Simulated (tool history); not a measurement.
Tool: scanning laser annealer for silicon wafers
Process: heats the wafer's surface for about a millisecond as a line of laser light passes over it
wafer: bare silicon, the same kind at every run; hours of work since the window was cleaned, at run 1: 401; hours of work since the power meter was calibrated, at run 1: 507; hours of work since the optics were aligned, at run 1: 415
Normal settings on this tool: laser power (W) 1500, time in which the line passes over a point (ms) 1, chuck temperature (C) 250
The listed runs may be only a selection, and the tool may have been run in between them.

| run | hour | laser power (W) | time in which the line passes over a point (ms) | chuck temperature (C) | hours of work since the window was cleaned | hours of work since the power meter was calibrated | hours of work since the optics were aligned | highest temperature of the surface (C) |
|---|---|---|---|---|---|---|---|---|
| 1 | 0 | 1500 | 1 | 250 | 401 | 507 | 415 | 1056 |
| 2 | 42.8 | 1500 | 1 | 250 | 418 | 524 | 433 | 1052 |
| 3 | 67.3 | 1564 | 1 | 250 | 428 | 534 | 442 | 1090 |
| 4 | 103.6 | 1570 | 1 | 250 | 442 | 549 | 457 | 1094 |
| 5 | 141.4 | 1570 | 1 | 250 | 457 | 564 | 472 | 1089 |
| 6 | 163.2 | 1570 | 1 | 250 | 466 | 573 | 481 | 1086 |
| 7 | 185.6 | 1500 | 1 | 250 | 475 | 582 | 490 | 1048 |
| 8 | 220.5 | 1500 | 1 | 250 | 489 | 596 | 504 | 1044 |
| 9 | 253.9 | 1303 | 1 | 256 | 502 | 609 | 517 | 931 |
| 10 | 282 | 1510 | 0.83 | 256 | 513 | 620 | 528 | 987 |
| 11 | 317.9 | 1510 | 1.19 | 244 | 528 | 634 | 543 | 1112 |
| 12 | 336 | 1483 | 1.02 | 267 | 535 | 642 | 550 | 1053 |
| 13 | 366.1 | 1446 | 0.7 | 215 | 547 | 654 | 562 | 855 |
| 14 | 395.9 | 1500 | 1.05 | 277 | 559 | 666 | 574 | 1083 |
| 15 | 432.9 | 1500 | 1.14 | 250 | 574 | 680 | 589 | 1089 |

5 options for the next run, each taken on its own from the tool as it stands now. Forecast them:
| A | 463.9 | 1500 | 1.14 | 276 | 586 | 693 | 601 | ? |
| B | 463.9 | 1566 | 1.14 | 250 | 586 | 693 | 601 | ? |
| C | 463.9 | 1580 | 0.75 | 268 | 586 | 693 | 601 | ? |
| D | 463.9 | 1597 | 0.71 | 234 | 586 | 693 | 601 | ? |
| E | 463.9 | 1380 | 1 | 250 | 586 | 693 | 601 | ? |

| run | highest temperature of the surface (C) |
|---|---|
| A | 1113 |
| B | 1127 |
| C | 997 |
| D | 952 |
| E | 965 |
Without the tool's hidden state the same runs would have given:
| run | highest temperature of the surface (C) |
|---|---|
| A | 1181 |
| B | 1199 |
| C | 1056 |
| D | 1010 |
| E | 1024 |

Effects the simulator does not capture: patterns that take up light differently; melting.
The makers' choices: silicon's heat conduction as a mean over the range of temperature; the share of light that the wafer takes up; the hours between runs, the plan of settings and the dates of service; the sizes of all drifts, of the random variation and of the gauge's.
